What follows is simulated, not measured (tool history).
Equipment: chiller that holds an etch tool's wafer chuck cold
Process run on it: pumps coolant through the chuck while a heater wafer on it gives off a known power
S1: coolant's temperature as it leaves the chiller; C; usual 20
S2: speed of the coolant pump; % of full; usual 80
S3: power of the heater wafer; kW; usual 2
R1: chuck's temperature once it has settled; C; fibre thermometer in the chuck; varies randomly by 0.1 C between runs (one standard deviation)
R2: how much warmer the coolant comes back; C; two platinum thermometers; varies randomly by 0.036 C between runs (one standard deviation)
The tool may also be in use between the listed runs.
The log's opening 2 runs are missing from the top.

run     day  S1  S2     S3    R1    R2
  3   3.454  20  80      2  34.6  6.87
  4   4.958  20  80  2.432  37.6  8.39
  5   7.104  20  80  2.432  37.8  8.36
  6   8.954  20  80  2.432  37.7  8.35
  7  10.483  20  80  1.575  31.6   5.4
  8  12.475  20  80  1.575  31.5  5.49
  9  15.438  20  61  1.575    35  7.26
 10  17.162  20  61  1.575  35.1  7.41
 11  18.454  20  82      2  34.2  6.69
 12  20.146  20  66      2  37.7  8.56
     21.875  -- chiller's thermometer calibrated
 13  22.438  20  66      2  37.3  8.52
 14  23.717  20  80  2.131  35.6   7.4
 15  26.712  28  80      2  42.5  6.95
 16  28.512  28  80      2  42.4  6.96
 17  31.125  22  80   1.32  31.7  4.63
 18    32.6  15  80  1.448  25.4  5.02
 19  35.625  20  95      2  32.4  5.78

What will run 20 give?
 20  38.688  11  85   2   ?   ?

For run 20 the tool returned R1 25 C, R2 6.58 C.
With the hidden condition absent and the run-to-run variation left alone, this run would have shown R1 23.6 C, R2 6.39 C.
